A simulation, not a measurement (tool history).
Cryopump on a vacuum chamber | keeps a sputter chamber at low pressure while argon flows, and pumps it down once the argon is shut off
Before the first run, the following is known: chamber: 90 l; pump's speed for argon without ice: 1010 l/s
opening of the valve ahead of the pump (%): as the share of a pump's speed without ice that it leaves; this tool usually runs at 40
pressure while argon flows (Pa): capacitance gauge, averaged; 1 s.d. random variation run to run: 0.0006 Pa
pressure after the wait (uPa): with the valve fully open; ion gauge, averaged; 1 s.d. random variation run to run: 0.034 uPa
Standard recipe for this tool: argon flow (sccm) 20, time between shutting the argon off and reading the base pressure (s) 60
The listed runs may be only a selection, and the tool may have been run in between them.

run,day,argon flow (sccm),time between shutting the argon off and reading the base pressure (s),opening of the valve ahead of the pump (%),pressure while argon flows (Pa),pressure after the wait (uPa)
1,0,20,60,40,0.0921,3.53
2,0.767,20,60,40,0.0917,3.5
3,1.442,20,60,40,0.0923,3.57
4,2.233,20,60,40,0.0913,3.6
5,2.725,20,39,40,0.0926,4.44
6,3.583,20,39,40,0.0917,4.48
7,4.125,20,60,40,0.0932,3.69
8,4.846,20,42,40,0.0927,4.3
9,5.5,20,42,30,0.1225,4.28
10,6.317,20,60,40,0.0931,3.68
11,6.783,37,236,38,0.1817,2.55
12,7.262,23,45,17,0.2376,4.32
13,8.033,20,49,47,0.0813,4.14

Run 14, settings as shown, results not yet in. Your forecast:
14,8.671,19,60,28,?,?

Run 14 produced pressure while argon flows (Pa) 0.1244, pressure after the wait (uPa) 3.81.
Without the tool's hidden state the same run would have given pressure while argon flows (Pa) 0.1139, pressure after the wait (uPa) 1.84.
